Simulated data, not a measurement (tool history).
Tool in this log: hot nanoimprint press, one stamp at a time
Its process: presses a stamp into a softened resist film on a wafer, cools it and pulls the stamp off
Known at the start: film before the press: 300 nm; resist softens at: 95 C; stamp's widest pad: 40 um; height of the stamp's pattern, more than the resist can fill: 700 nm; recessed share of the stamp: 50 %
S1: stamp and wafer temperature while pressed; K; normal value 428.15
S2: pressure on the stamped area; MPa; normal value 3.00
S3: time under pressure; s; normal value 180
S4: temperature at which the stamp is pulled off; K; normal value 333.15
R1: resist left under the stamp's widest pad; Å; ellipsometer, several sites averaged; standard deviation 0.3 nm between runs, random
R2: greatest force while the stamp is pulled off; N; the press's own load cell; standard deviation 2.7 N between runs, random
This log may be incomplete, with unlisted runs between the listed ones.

{"run": 1, "day": 0.0, "S1": 428.15, "S2": 3.0, "S3": 180, "S4": 333.15, "R1": 1421, "R2": 209}
{"run": 2, "day": 3.667, "S1": 428.15, "S2": 3.0, "S3": 180, "S4": 333.15, "R1": 1412, "R2": 219}
{"run": 3, "day": 5.6, "S1": 428.15, "S2": 3.0, "S3": 134, "S4": 333.15, "R1": 1553, "R2": 234}
{"day": 7.05, "done": "stamp cleaned and given a new release coat"}
{"run": 4, "day": 7.471, "S1": 428.15, "S2": 3.0, "S3": 134, "S4": 333.15, "R1": 1557, "R2": 204}
{"run": 5, "day": 9.858, "S1": 428.15, "S2": 3.0, "S3": 180, "S4": 324.15, "R1": 1405, "R2": 259}
{"run": 6, "day": 11.338, "S1": 428.15, "S2": 3.0, "S3": 180, "S4": 324.15, "R1": 1401, "R2": 266}
{"day": 11.729, "done": "plate thermocouple calibrated"}
{"run": 7, "day": 14.062, "S1": 430.15, "S2": 3.0, "S3": 180, "S4": 333.15, "R1": 1288, "R2": 229}
{"day": 16.008, "done": "stamp cleaned and given a new release coat"}
{"run": 8, "day": 17.629, "S1": 430.15, "S2": 3.0, "S3": 180, "S4": 338.15, "R1": 1287, "R2": 184}
{"run": 9, "day": 19.962, "S1": 434.15, "S2": 3.0, "S3": 151, "S4": 333.15, "R1": 1183, "R2": 217}
{"run": 10, "day": 22.162, "S1": 434.15, "S2": 3.0, "S3": 151, "S4": 333.15, "R1": 1180, "R2": 226}
{"day": 24.825, "done": "stamp cleaned and given a new release coat"}
{"day": 25.154, "done": "plate thermocouple calibrated, once more"}
{"run": 11, "day": 25.779, "S1": 419.15, "S2": 2.86, "S3": 151, "S4": 319.15, "R1": 2099, "R2": 278}
{"run": 12, "day": 28.404, "S1": 419.15, "S2": 2.33, "S3": 168, "S4": 319.15, "R1": 2191, "R2": 289}
{"run": 13, "day": 30.792, "S1": 419.15, "S2": 2.33, "S3": 168, "S4": 319.15, "R1": 2189, "R2": 295}
{"run": 14, "day": 32.546, "S1": 437.15, "S2": 2.33, "S3": 121, "S4": 319.15, "R1": 1350, "R2": 302}
{"day": 33.625, "done": "stamp cleaned and given a new release coat"}
{"run": 15, "day": 35.367, "S1": 437.15, "S2": 2.33, "S3": 212, "S4": 325.15, "R1": 1103, "R2": 251}

5 options for the next run, each taken on its own from the tool as it stands now. Forecast them:
{"run": "A", "day": 37.862, "S1": 428.15, "S2": 2.22, "S3": 180, "S4": 333.15, "R1": "?", "R2": "?"}
{"run": "B", "day": 37.862, "S1": 428.15, "S2": 2.63, "S3": 314, "S4": 318.15, "R1": "?", "R2": "?"}
{"run": "C", "day": 37.862, "S1": 428.15, "S2": 3.0, "S3": 180, "S4": 318.15, "R1": "?", "R2": "?"}
{"run": "D", "day": 37.862, "S1": 428.15, "S2": 3.0, "S3": 334, "S4": 333.15, "R1": "?", "R2": "?"}
{"run": "E", "day": 37.862, "S1": 428.15, "S2": 3.0, "S3": 180, "S4": 322.15, "R1": "?", "R2": "?"}

run=A R1=1637 R2=218
run=B R1=1245 R2=299
run=C R1=1405 R2=298
run=D R1=1133 R2=220
run=E R1=1409 R2=276
Without the tool's unlogged condition, the same runs would have read:
run=A R1=1648 R2=206
run=B R1=1252 R2=281
run=C R1=1410 R2=281
run=D R1=1137 R2=208
run=E R1=1413 R2=260
